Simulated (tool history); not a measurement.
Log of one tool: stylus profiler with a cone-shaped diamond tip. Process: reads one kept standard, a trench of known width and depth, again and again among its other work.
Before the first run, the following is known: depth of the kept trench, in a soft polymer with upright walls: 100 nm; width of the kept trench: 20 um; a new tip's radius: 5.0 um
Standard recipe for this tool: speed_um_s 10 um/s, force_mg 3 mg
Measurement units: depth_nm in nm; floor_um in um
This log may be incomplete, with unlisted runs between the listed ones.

run    hour  speed_um_s  force_mg  depth_nm  floor_um
  1       0          10         3    101.68     17.79
  2    28.6           3         3     101.6     17.82
  3    50.7           3         3    101.69     17.78
  4    89.9           3         3    101.61     17.78
  5   111.6           3         3    101.65     17.85
  6   141.5          10         3    101.65     17.76
  7   176.9          10      4.97     102.3     17.79
  8   211.1          10      4.97    102.31     17.74
  9   241.6          21      4.97    102.33     17.76
 10   275.7          21      4.97     102.3     17.72
 11   303.8          19         3    101.67     17.67
 12   344.5          19         3    101.67     17.69
 13   381.6           3         3    101.69     17.69
 14   419.5           3         3    101.74     17.68
 15   454.5          10      4.15    102.13     17.65
 16   478.3          10      4.15    102.04     17.68
 17   513.6           8      4.15    102.12     17.57
 18   550.3           8      7.36    102.89     17.65
 19   568.1           5         3    101.68     17.59
 20   589.3          10         3    101.71      17.6
 21   627.6          10         3    101.72     17.62
 22   654.5          10         3    101.76     17.65
 23   682.8          10         3    101.71     17.58
 24   712.4          10         3    101.69     17.57
 25   743.4          10         3    101.73      17.6
 26   764.8          10      1.82    101.32     17.59
 27   797.9           6      3.74    101.99     17.58
 28   831.7          11      1.16    101.02     17.51
 29   861.3          11      1.16     100.9      17.5
 30   882.5           2      1.54    101.23     17.53
 31   901.1           7      1.52    101.18     17.59
 32   928.1           7      1.52    101.13     17.54
 33   945.4           9      1.47    101.06      17.5
 34   974.6           3         3    101.75     17.52
 35  1008.3          18      4.69    102.31      17.5
 36  1026.5          18      2.78    101.57      17.5
 37  1059.8          18      2.78    101.68     17.45
 38  1095.9           3      4.81    102.26     17.51
 39  1122.8           3      1.79    101.27      17.5
 40  1142.9           2      3.69    101.93     17.54
 41  1172.5           2      3.69    102.07     17.49

Run 42 has not been measured yet. What should we expect?
 42  1210.5           2      3.69         ?         ?

For run 42 the tool returned depth_nm 101.95 nm, floor_um 17.47 um.
On a tool with no hidden condition, and with the same random variation, this run would have come out at depth_nm 101.81 nm, floor_um 18.01 um.
